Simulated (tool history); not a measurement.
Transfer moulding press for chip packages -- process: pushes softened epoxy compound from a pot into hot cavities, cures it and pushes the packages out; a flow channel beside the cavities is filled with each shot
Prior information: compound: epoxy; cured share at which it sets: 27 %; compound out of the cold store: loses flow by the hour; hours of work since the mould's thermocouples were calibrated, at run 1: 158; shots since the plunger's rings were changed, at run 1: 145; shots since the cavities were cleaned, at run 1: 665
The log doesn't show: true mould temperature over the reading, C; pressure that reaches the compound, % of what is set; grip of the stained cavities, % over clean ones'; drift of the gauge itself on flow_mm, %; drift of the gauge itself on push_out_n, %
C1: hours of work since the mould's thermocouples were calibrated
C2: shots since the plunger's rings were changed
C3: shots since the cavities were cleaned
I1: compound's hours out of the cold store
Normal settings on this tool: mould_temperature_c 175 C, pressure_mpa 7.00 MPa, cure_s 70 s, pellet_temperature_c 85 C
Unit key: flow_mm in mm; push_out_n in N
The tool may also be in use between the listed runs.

{"run": 1, "hour": 0.0, "mould_temperature_c": 175, "pressure_mpa": 7.0, "cure_s": 70, "pellet_temperature_c": 85, "C1": 158, "C2": 145, "C3": 665, "I1": 20.1, "flow_mm": 841, "push_out_n": 822}
{"hour": 5.2, "done": "cavities cleaned with cleaning compound and waxed"}
{"run": 2, "hour": 24.9, "mould_temperature_c": 175, "pressure_mpa": 7.0, "cure_s": 70, "pellet_temperature_c": 85, "C1": 173, "C2": 483, "C3": 284, "I1": 39.0, "flow_mm": 743, "push_out_n": 599}
{"hour": 56.2, "done": "cavities cleaned with cleaning compound and waxed"}
{"run": 3, "hour": 65.2, "mould_temperature_c": 175, "pressure_mpa": 6.8, "cure_s": 70, "pellet_temperature_c": 85, "C1": 197, "C2": 1043, "C3": 129, "I1": 37.4, "flow_mm": 738, "push_out_n": 494}
{"run": 4, "hour": 91.3, "mould_temperature_c": 175, "pressure_mpa": 7.0, "cure_s": 70, "pellet_temperature_c": 85, "C1": 214, "C2": 1420, "C3": 506, "I1": 20.9, "flow_mm": 824, "push_out_n": 737}
{"hour": 107.6, "done": "cavities cleaned with cleaning compound and waxed"}
{"run": 5, "hour": 116.2, "mould_temperature_c": 175, "pressure_mpa": 7.0, "cure_s": 70, "pellet_temperature_c": 85, "C1": 229, "C2": 1758, "C3": 124, "I1": 39.5, "flow_mm": 730, "push_out_n": 496}
{"run": 6, "hour": 143.1, "mould_temperature_c": 175, "pressure_mpa": 7.0, "cure_s": 70, "pellet_temperature_c": 85, "C1": 246, "C2": 2146, "C3": 512, "I1": 16.4, "flow_mm": 846, "push_out_n": 787}
{"hour": 158.6, "done": "cavities cleaned with cleaning compound and waxed"}
{"hour": 176.7, "done": "plunger's sealing rings changed"}
{"run": 7, "hour": 186.3, "mould_temperature_c": 179, "pressure_mpa": 7.0, "cure_s": 70, "pellet_temperature_c": 85, "C1": 271, "C2": 138, "C3": 364, "I1": 29.7, "flow_mm": 788, "push_out_n": 539}
{"hour": 211.8, "done": "cavities cleaned with cleaning compound and waxed"}
{"run": 8, "hour": 214.2, "mould_temperature_c": 179, "pressure_mpa": 7.0, "cure_s": 70, "pellet_temperature_c": 85, "C1": 288, "C2": 519, "C3": 34, "I1": 12.1, "flow_mm": 879, "push_out_n": 389}
{"run": 9, "hour": 246.5, "mould_temperature_c": 179, "pressure_mpa": 7.0, "cure_s": 70, "pellet_temperature_c": 85, "C1": 309, "C2": 986, "C3": 501, "I1": 16.2, "flow_mm": 854, "push_out_n": 599}
{"hour": 264.9, "done": "cavities cleaned with cleaning compound and waxed"}
{"run": 10, "hour": 288.7, "mould_temperature_c": 175, "pressure_mpa": 7.0, "cure_s": 70, "pellet_temperature_c": 85, "C1": 334, "C2": 1574, "C3": 345, "I1": 45.9, "flow_mm": 703, "push_out_n": 624}
{"hour": 315.3, "done": "cavities cleaned with cleaning compound and waxed"}
{"run": 11, "hour": 330.2, "mould_temperature_c": 170, "pressure_mpa": 7.0, "cure_s": 70, "pellet_temperature_c": 85, "C1": 360, "C2": 2151, "C3": 216, "I1": 33.1, "flow_mm": 768, "push_out_n": 802}
{"run": 12, "hour": 355.8, "mould_temperature_c": 175, "pressure_mpa": 7.0, "cure_s": 70, "pellet_temperature_c": 85, "C1": 376, "C2": 2521, "C3": 586, "I1": 25.5, "flow_mm": 802, "push_out_n": 739}
{"hour": 363.8, "done": "plunger's sealing rings changed"}
{"hour": 367.5, "done": "cavities cleaned with cleaning compound and waxed"}
{"run": 13, "hour": 383.6, "mould_temperature_c": 176, "pressure_mpa": 7.0, "cure_s": 70, "pellet_temperature_c": 85, "C1": 392, "C2": 265, "C3": 233, "I1": 36.5, "flow_mm": 751, "push_out_n": 527}
{"hour": 419.1, "done": "cavities cleaned with cleaning compound and waxed"}
{"run": 14, "hour": 426.6, "mould_temperature_c": 176, "pressure_mpa": 7.0, "cure_s": 70, "pellet_temperature_c": 85, "C1": 418, "C2": 864, "C3": 108, "I1": 22.0, "flow_mm": 828, "push_out_n": 499}
{"run": 15, "hour": 466.5, "mould_temperature_c": 176, "pressure_mpa": 6.89, "cure_s": 70, "pellet_temperature_c": 85, "C1": 443, "C2": 1440, "C3": 684, "I1": 45.4, "flow_mm": 708, "push_out_n": 733}
{"hour": 469.9, "done": "cavities cleaned with cleaning compound and waxed"}
{"run": 16, "hour": 488.1, "mould_temperature_c": 176, "pressure_mpa": 6.89, "cure_s": 55, "pellet_temperature_c": 85, "C1": 456, "C2": 1730, "C3": 262, "I1": 40.4, "flow_mm": 725, "push_out_n": 1020}
{"hour": 493.1, "done": "mould's thermocouples calibrated"}
{"hour": 522.3, "done": "cavities cleaned with cleaning compound and waxed"}
{"run": 17, "hour": 524.5, "mould_temperature_c": 182, "pressure_mpa": 7.0, "cure_s": 70, "pellet_temperature_c": 85, "C1": 19, "C2": 2205, "C3": 31, "I1": 20.2, "flow_mm": 821, "push_out_n": 319}
{"hour": 554.2, "done": "plunger's sealing rings changed"}
{"run": 18, "hour": 565.2, "mould_temperature_c": 175, "pressure_mpa": 7.0, "cure_s": 68, "pellet_temperature_c": 87, "C1": 43, "C2": 158, "C3": 583, "I1": 38.6, "flow_mm": 751, "push_out_n": 820}
{"hour": 577.3, "done": "mould's thermocouples calibrated, once more"}
{"hour": 578.8, "done": "cavities cleaned with cleaning compound and waxed"}
{"run": 19, "hour": 597.8, "mould_temperature_c": 174, "pressure_mpa": 8.33, "cure_s": 68, "pellet_temperature_c": 89, "C1": 12, "C2": 579, "C3": 274, "I1": 47.7, "flow_mm": 765, "push_out_n": 614}
{"run": 20, "hour": 622.4, "mould_temperature_c": 174, "pressure_mpa": 8.33, "cure_s": 68, "pellet_temperature_c": 89, "C1": 28, "C2": 934, "C3": 629, "I1": 43.9, "flow_mm": 780, "push_out_n": 801}
{"hour": 629.3, "done": "cavities cleaned with cleaning compound and waxed"}
{"run": 21, "hour": 658.1, "mould_temperature_c": 174, "pressure_mpa": 8.33, "cure_s": 68, "pellet_temperature_c": 89, "C1": 50, "C2": 1428, "C3": 416, "I1": 30.7, "flow_mm": 848, "push_out_n": 733}
{"hour": 679.6, "done": "cavities cleaned with cleaning compound and waxed"}
{"run": 22, "hour": 699.3, "mould_temperature_c": 174, "pressure_mpa": 8.33, "cure_s": 68, "pellet_temperature_c": 89, "C1": 75, "C2": 2001, "C3": 284, "I1": 23.8, "flow_mm": 884, "push_out_n": 679}
{"hour": 730.5, "done": "cavities cleaned with cleaning compound and waxed"}
{"run": 23, "hour": 735.2, "mould_temperature_c": 174, "pressure_mpa": 8.33, "cure_s": 68, "pellet_temperature_c": 89, "C1": 97, "C2": 2499, "C3": 69, "I1": 10.9, "flow_mm": 957, "push_out_n": 594}
{"hour": 742.8, "done": "plunger's sealing rings changed"}
{"run": 24, "hour": 758.4, "mould_temperature_c": 173, "pressure_mpa": 8.78, "cure_s": 51, "pellet_temperature_c": 93, "C1": 110, "C2": 225, "C3": 367, "I1": 14.3, "flow_mm": 979, "push_out_n": 1558}
{"hour": 784.5, "done": "cavities cleaned with cleaning compound and waxed"}
{"run": 25, "hour": 794.5, "mould_temperature_c": 181, "pressure_mpa": 6.88, "cure_s": 70, "pellet_temperature_c": 85, "C1": 132, "C2": 724, "C3": 143, "I1": 20.8, "flow_mm": 814, "push_out_n": 394}
{"run": 26, "hour": 824.9, "mould_temperature_c": 181, "pressure_mpa": 6.88, "cure_s": 70, "pellet_temperature_c": 85, "C1": 152, "C2": 1164, "C3": 583, "I1": 15.4, "flow_mm": 843, "push_out_n": 555}

Forecast each of these 5 alternatives for the next run:
{"hour": 835.4, "done": "cavities cleaned with cleaning compound and waxed"}
{"run": "A", "hour": 847.0, "mould_temperature_c": 181, "pressure_mpa": 6.88, "cure_s": 58, "pellet_temperature_c": 80, "C1": 165, "C2": 1462, "C3": 169, "I1": 9.5, "flow_mm": "?", "push_out_n": "?"}
{"hour": 835.4, "done": "cavities cleaned with cleaning compound and waxed"}
{"run": "B", "hour": 847.0, "mould_temperature_c": 170, "pressure_mpa": 6.88, "cure_s": 70, "pellet_temperature_c": 82, "C1": 165, "C2": 1462, "C3": 169, "I1": 21.9, "flow_mm": "?", "push_out_n": "?"}
{"hour": 835.4, "done": "cavities cleaned with cleaning compound and waxed"}
{"run": "C", "hour": 847.0, "mould_temperature_c": 175, "pressure_mpa": 5.85, "cure_s": 70, "pellet_temperature_c": 89, "C1": 165, "C2": 1462, "C3": 169, "I1": 8.5, "flow_mm": "?", "push_out_n": "?"}
{"hour": 835.4, "done": "cavities cleaned with cleaning compound and waxed"}
{"run": "D", "hour": 847.0, "mould_temperature_c": 176, "pressure_mpa": 6.88, "cure_s": 70, "pellet_temperature_c": 80, "C1": 165, "C2": 1462, "C3": 169, "I1": 46.9, "flow_mm": "?", "push_out_n": "?"}
{"hour": 835.4, "done": "cavities cleaned with cleaning compound and waxed"}
{"run": "E", "hour": 847.0, "mould_temperature_c": 181, "pressure_mpa": 6.88, "cure_s": 100, "pellet_temperature_c": 85, "C1": 165, "C2": 1462, "C3": 169, "I1": 47.4, "flow_mm": "?", "push_out_n": "?"}

run=A flow_mm=874 push_out_n=744
run=B flow_mm=823 push_out_n=752
run=C flow_mm=820 push_out_n=590
run=D flow_mm=694 push_out_n=478
run=E flow_mm=688 push_out_n=335
With the hidden condition removed and each run's random variation left untouched, the same runs would have given:
run=A flow_mm=885 push_out_n=543
run=B flow_mm=833 push_out_n=547
run=C flow_mm=830 push_out_n=430
run=D flow_mm=703 push_out_n=349
run=E flow_mm=697 push_out_n=248

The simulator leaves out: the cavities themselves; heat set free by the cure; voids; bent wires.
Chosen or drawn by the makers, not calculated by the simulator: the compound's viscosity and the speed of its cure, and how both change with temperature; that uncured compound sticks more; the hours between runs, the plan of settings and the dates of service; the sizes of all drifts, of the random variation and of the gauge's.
